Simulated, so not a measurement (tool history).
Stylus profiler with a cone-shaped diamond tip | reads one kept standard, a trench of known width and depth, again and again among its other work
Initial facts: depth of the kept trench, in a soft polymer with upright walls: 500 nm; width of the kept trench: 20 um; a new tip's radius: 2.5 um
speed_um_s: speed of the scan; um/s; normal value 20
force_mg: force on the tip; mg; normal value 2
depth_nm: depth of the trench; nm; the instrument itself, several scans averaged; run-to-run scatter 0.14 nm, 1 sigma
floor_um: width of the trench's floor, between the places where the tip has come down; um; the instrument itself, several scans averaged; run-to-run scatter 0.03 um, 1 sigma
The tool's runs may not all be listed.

{"run": 1, "hour": 0.0, "speed_um_s": 20, "force_mg": 2, "depth_nm": 507.4, "floor_um": 16.65}
{"run": 2, "hour": 20.1, "speed_um_s": 20, "force_mg": 2, "depth_nm": 507.47, "floor_um": 16.68}
{"run": 3, "hour": 30.5, "speed_um_s": 20, "force_mg": 1.48, "depth_nm": 506.22, "floor_um": 16.71}
{"run": 4, "hour": 45.3, "speed_um_s": 20, "force_mg": 2.45, "depth_nm": 508.36, "floor_um": 16.66}
{"run": 5, "hour": 69.2, "speed_um_s": 20, "force_mg": 2.45, "depth_nm": 508.49, "floor_um": 16.67}
{"run": 6, "hour": 92.6, "speed_um_s": 20, "force_mg": 2.45, "depth_nm": 508.35, "floor_um": 16.64}
{"run": 7, "hour": 104.5, "speed_um_s": 20, "force_mg": 0.82, "depth_nm": 504.77, "floor_um": 16.57}
{"run": 8, "hour": 114.8, "speed_um_s": 20, "force_mg": 0.82, "depth_nm": 504.67, "floor_um": 16.58}
{"run": 9, "hour": 131.4, "speed_um_s": 20, "force_mg": 2, "depth_nm": 507.44, "floor_um": 16.65}
{"run": 10, "hour": 143.1, "speed_um_s": 64, "force_mg": 2, "depth_nm": 507.65, "floor_um": 16.4}
{"run": 11, "hour": 160.3, "speed_um_s": 20, "force_mg": 2, "depth_nm": 507.59, "floor_um": 16.63}
{"run": 12, "hour": 173.5, "speed_um_s": 34, "force_mg": 2, "depth_nm": 507.46, "floor_um": 16.52}
{"run": 13, "hour": 183.8, "speed_um_s": 34, "force_mg": 2, "depth_nm": 507.65, "floor_um": 16.57}
{"run": 14, "hour": 204.9, "speed_um_s": 20, "force_mg": 3.71, "depth_nm": 511.05, "floor_um": 16.65}
{"run": 15, "hour": 228.7, "speed_um_s": 20, "force_mg": 3.71, "depth_nm": 510.96, "floor_um": 16.66}
{"run": 16, "hour": 240.4, "speed_um_s": 20, "force_mg": 3.71, "depth_nm": 510.89, "floor_um": 16.61}
{"run": 17, "hour": 250.8, "speed_um_s": 18, "force_mg": 0.99, "depth_nm": 505.17, "floor_um": 16.55}
{"hour": 253.0, "done": "height scale calibrated on a step standard"}
{"run": 18, "hour": 270.5, "speed_um_s": 34, "force_mg": 2.69, "depth_nm": 509.46, "floor_um": 16.56}
{"run": 19, "hour": 284.8, "speed_um_s": 34, "force_mg": 2.69, "depth_nm": 509.48, "floor_um": 16.54}
{"run": 20, "hour": 307.9, "speed_um_s": 28, "force_mg": 1.65, "depth_nm": 507.26, "floor_um": 16.51}
{"run": 21, "hour": 320.8, "speed_um_s": 32, "force_mg": 1.34, "depth_nm": 506.57, "floor_um": 16.51}
{"run": 22, "hour": 331.3, "speed_um_s": 31, "force_mg": 1.56, "depth_nm": 507.09, "floor_um": 16.51}
{"run": 23, "hour": 347.1, "speed_um_s": 5, "force_mg": 2, "depth_nm": 508.23, "floor_um": 16.66}
{"run": 24, "hour": 361.6, "speed_um_s": 14, "force_mg": 1.93, "depth_nm": 507.68, "floor_um": 16.61}
{"hour": 372.0, "done": "height scale calibrated on a step standard, once more"}
{"run": 25, "hour": 374.1, "speed_um_s": 22, "force_mg": 1.84, "depth_nm": 506.24, "floor_um": 16.55}
{"run": 26, "hour": 388.4, "speed_um_s": 10, "force_mg": 0.8, "depth_nm": 503.6, "floor_um": 16.59}
{"run": 27, "hour": 399.0, "speed_um_s": 11, "force_mg": 1.01, "depth_nm": 503.91, "floor_um": 16.57}
{"run": 28, "hour": 420.9, "speed_um_s": 5, "force_mg": 0.91, "depth_nm": 503.83, "floor_um": 16.67}
{"run": 29, "hour": 444.6, "speed_um_s": 7, "force_mg": 4.07, "depth_nm": 510.4, "floor_um": 16.55}

Measured less the same run without the tool's hidden state. The same run-to-run variation is in both; the gauge's scatter may not be:
The hidden state here: radius of the tip, um; height scale over the true one, %; drift of the gauge itself on depth_nm, %; drift of the gauge itself on floor_um, %.
run=1 depth_nm=+1.04 floor_um=-0.21
run=2 depth_nm=+1.06 floor_um=-0.22
run=3 depth_nm=+1.07 floor_um=-0.22
run=4 depth_nm=+1.09 floor_um=-0.23
run=5 depth_nm=+1.11 floor_um=-0.23
run=6 depth_nm=+1.13 floor_um=-0.24
run=7 depth_nm=+1.14 floor_um=-0.25
run=8 depth_nm=+1.15 floor_um=-0.26
run=9 depth_nm=+1.18 floor_um=-0.26
run=10 depth_nm=+1.19 floor_um=-0.26
run=11 depth_nm=+1.2 floor_um=-0.27
run=12 depth_nm=+1.21 floor_um=-0.27
run=13 depth_nm=+1.22 floor_um=-0.27
run=14 depth_nm=+1.26 floor_um=-0.28
run=15 depth_nm=+1.28 floor_um=-0.29
run=16 depth_nm=+1.29 floor_um=-0.29
run=17 depth_nm=+1.29 floor_um=-0.3
run=18 depth_nm=+1.53 floor_um=-0.3
run=19 depth_nm=+1.54 floor_um=-0.3
run=20 depth_nm=+1.56 floor_um=-0.31
run=21 depth_nm=+1.57 floor_um=-0.31
run=22 depth_nm=+1.59 floor_um=-0.31
run=23 depth_nm=+1.6 floor_um=-0.32
run=24 depth_nm=+1.61 floor_um=-0.33
run=25 depth_nm=+0.03 floor_um=-0.33
run=26 depth_nm=+0.05 floor_um=-0.33
run=27 depth_nm=+0.06 floor_um=-0.34
run=28 depth_nm=+0.08 floor_um=-0.34
run=29 depth_nm=+0.1 floor_um=-0.36
